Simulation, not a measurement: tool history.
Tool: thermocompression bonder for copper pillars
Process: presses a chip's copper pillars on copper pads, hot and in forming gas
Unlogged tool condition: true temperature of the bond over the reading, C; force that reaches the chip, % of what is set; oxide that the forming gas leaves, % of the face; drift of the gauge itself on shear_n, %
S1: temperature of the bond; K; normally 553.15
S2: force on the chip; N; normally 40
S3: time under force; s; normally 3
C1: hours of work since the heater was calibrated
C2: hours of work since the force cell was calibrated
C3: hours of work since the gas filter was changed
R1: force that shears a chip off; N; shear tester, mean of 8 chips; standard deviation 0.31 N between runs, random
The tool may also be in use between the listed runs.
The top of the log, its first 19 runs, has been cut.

run	hour	S1	S2	S3	C1	C2	C3	R1
20	365.8	553.15	40	2	250	764	94	97.3
21	387.5	565.15	41	5	264	778	108	128.1
22	402.2	563.15	40	3	274	788	117	115.0
23	413.8	563.15	40	3	282	796	125	114.9
24	438.2	563.15	29	2	298	812	141	89.2
25	452.1	549.15	29	2	307	821	150	78.6
26	476.6	549.15	30	6	323	837	166	109.1
27	495.5	554.15	30	6	335	849	179	113.1
28	514.8	541.15	43	3	348	862	191	102.8
29	527.6	546.15	26	3	356	870	200	81.6
30	550.0	551.15	26	5	371	885	214	99.4
31	568.4	551.15	26	5	383	897	227	99.2
32	592.5	536.15	58	3	399	913	242	112.7
33	608.8	536.15	58	3	410	924	253	112.9
34	619.8	536.15	58	3	417	931	260	112.4
# hour 632.6: force cell calibrated
35	644.6	536.15	58	3	432	8	276	112.9
36	657.2	537.15	26	3	440	16	284	74.6
37	681.1	537.15	26	3	456	32	300	74.5
38	702.1	537.15	26	3	470	46	313	75.3
39	713.9	539.15	26	4	478	53	321	83.7

Alternative continuations, all from the tool just after run 39; predict every row:
A	735.6	576.15	46	2	492	68	335	?
B	735.6	546.15	26	4	492	68	335	?
C	735.6	527.15	40	3	492	68	335	?

run	R1
A	119.9
B	89.3
C	87.6
The same runs, with their run-to-run variation unchanged, on a tool lacking any hidden condition would have given:
run	R1
A	120.0
B	89.3
C	87.6

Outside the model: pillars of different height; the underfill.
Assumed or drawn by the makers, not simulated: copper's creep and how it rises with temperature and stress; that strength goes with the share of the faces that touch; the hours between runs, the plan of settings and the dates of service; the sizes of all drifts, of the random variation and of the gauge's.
